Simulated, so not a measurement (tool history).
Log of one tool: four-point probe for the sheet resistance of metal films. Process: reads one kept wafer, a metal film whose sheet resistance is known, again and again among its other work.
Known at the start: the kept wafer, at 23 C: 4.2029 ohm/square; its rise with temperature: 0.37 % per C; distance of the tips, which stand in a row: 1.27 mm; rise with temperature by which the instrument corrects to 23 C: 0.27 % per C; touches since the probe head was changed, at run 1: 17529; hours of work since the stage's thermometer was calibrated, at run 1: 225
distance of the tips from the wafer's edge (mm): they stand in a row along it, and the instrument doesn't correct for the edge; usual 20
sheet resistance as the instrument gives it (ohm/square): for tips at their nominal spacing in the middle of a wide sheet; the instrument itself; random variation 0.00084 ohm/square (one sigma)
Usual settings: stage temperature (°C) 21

run    hour  stage temperature (°C)  distance of the tips from the wafer's edge (mm)  touches since the probe head was changed  hours of work since the stage's thermometer was calibrated  sheet resistance as the instrument gives it (ohm/square)
  1       0                      21                                               20                                     17529                                                         225                                                  4.203929
  2    68.2                      21                                               20                                     18365                                                         264                                                  4.203721
  3     119                      21                                                5                                     18986                                                         293                                                  4.334417
  4   182.1                      21                                               20                                     19760                                                         330                                                  4.204849
  5   219.7                      21                                               20                                     20220                                                         351                                                   4.20426
  6   256.6                      21                                               54                                     20671                                                         372                                                  4.195436
  7   313.8                      21                                               54                                     21373                                                         405                                                  4.196284
  8     361                      21                                               20                                     21950                                                         432                                                  4.203399
  9   417.3                      21                                               20                                     22640                                                         464                                                  4.203835
 10   450.5                      21                                                8                                     23047                                                         483                                                  4.249841
 11   523.2                      21                                               20                                     23937                                                         525                                                  4.203344
 12   569.9                      21                                               20                                     24509                                                         551                                                  4.204877
 13   606.9                      21                                               20                                     24963                                                         573                                                  4.204349
 14   664.1                      21                                               20                                     25664                                                         605                                                  4.203402
 15   705.2                      26                                               20                                     26167                                                         629                                                  4.223929
 16   771.8                      26                                               36                                     26983                                                         667                                                  4.218673
 17   839.3                      26                                               36                                     27810                                                         706                                                  4.220446
 18   872.8                      26                                               36                                     28220                                                         725                                                  4.218871
 19   941.5                      21                                                4                                     29061                                                         764                                                  4.409714
 20     996                      21                                                4                                     29729                                                         795                                                  4.410437
 21  1060.4                      21                                                4                                     30518                                                         832                                                  4.409251
 22  1097.1                      27                                                4                                     30968                                                         853                                                  4.437055
 23  1153.1                      27                                                4                                     31653                                                         885                                                  4.437804
 24  1183.3                      27                                                4                                     32024                                                         902                                                  4.437228
 25    1238                      32                                               11                                     32693                                                         934                                                  4.272874
 26    1275                      25                                               19                                     33146                                                         955                                                  4.222031
 27  1307.5                      28                                                4                                     33545                                                         973                                                  4.440885
 28  1371.4                      28                                                4                                     34328                                                        1010                                                  4.441746
 29    1440                      28                                                9                                     35168                                                        1049                                                  4.267055
 30  1509.8                      23                                               56                                     36023                                                        1089                                                  4.203536
 31  1581.7                      23                                               56                                     36904                                                        1130                                                  4.204782
 32  1623.9                      20                                                3                                     37420                                                        1154                                                  4.555033
 33    1696                      22                                               42                                     38303                                                        1196                                                  4.201352
 34  1728.5                      22                                               42                                     38701                                                        1214                                                   4.19954
 35  1780.4                      22                                                4                                     39337                                                        1244                                                  4.413859
 36  1811.6                      29                                               26                                     39719                                                        1262                                                  4.234375
 37  1848.4                      20                                               12                                     40170                                                        1283                                                  4.215359
 38  1900.7                      33                                               55                                     40811                                                        1313                                                  4.246458
 39  1934.3                      24                                               20                                     41222                                                        1332                                                  4.217404
 40  1983.4                      21                                                5                                     41823                                                        1360                                                  4.335816
 41  2044.5                      27                                               12                                     42573                                                        1395                                                  4.245818
 42    2089                      24                                               11                                     43118                                                        1421                                                   4.23845
 43  2141.4                      24                                               18                                     43759                                                        1450                                                  4.218018
 44  2207.3                      24                                               18                                     44566                                                        1488                                                  4.219489
 45  2239.4                      24                                               69                                     44959                                                        1507                                                  4.208539

Forecast each of these 3 alternatives for the next run:
  A  2292.4                      31                                               70                                     45609                                                        1537                                                         ?
  B  2292.4                      28                                               14                                     45609                                                        1537                                                         ?
  C  2292.4                      22                                               22                                     45609                                                        1537                                                         ?

run  sheet resistance as the instrument gives it (ohm/square)
  A                                                  4.237482
  B                                                  4.244646
  C                                                  4.207032
Without the tool's hidden state the same runs would have given:
run  sheet resistance as the instrument gives it (ohm/square)
  A                                                  4.237125
  B                                                  4.244288
  C                                                  4.206673
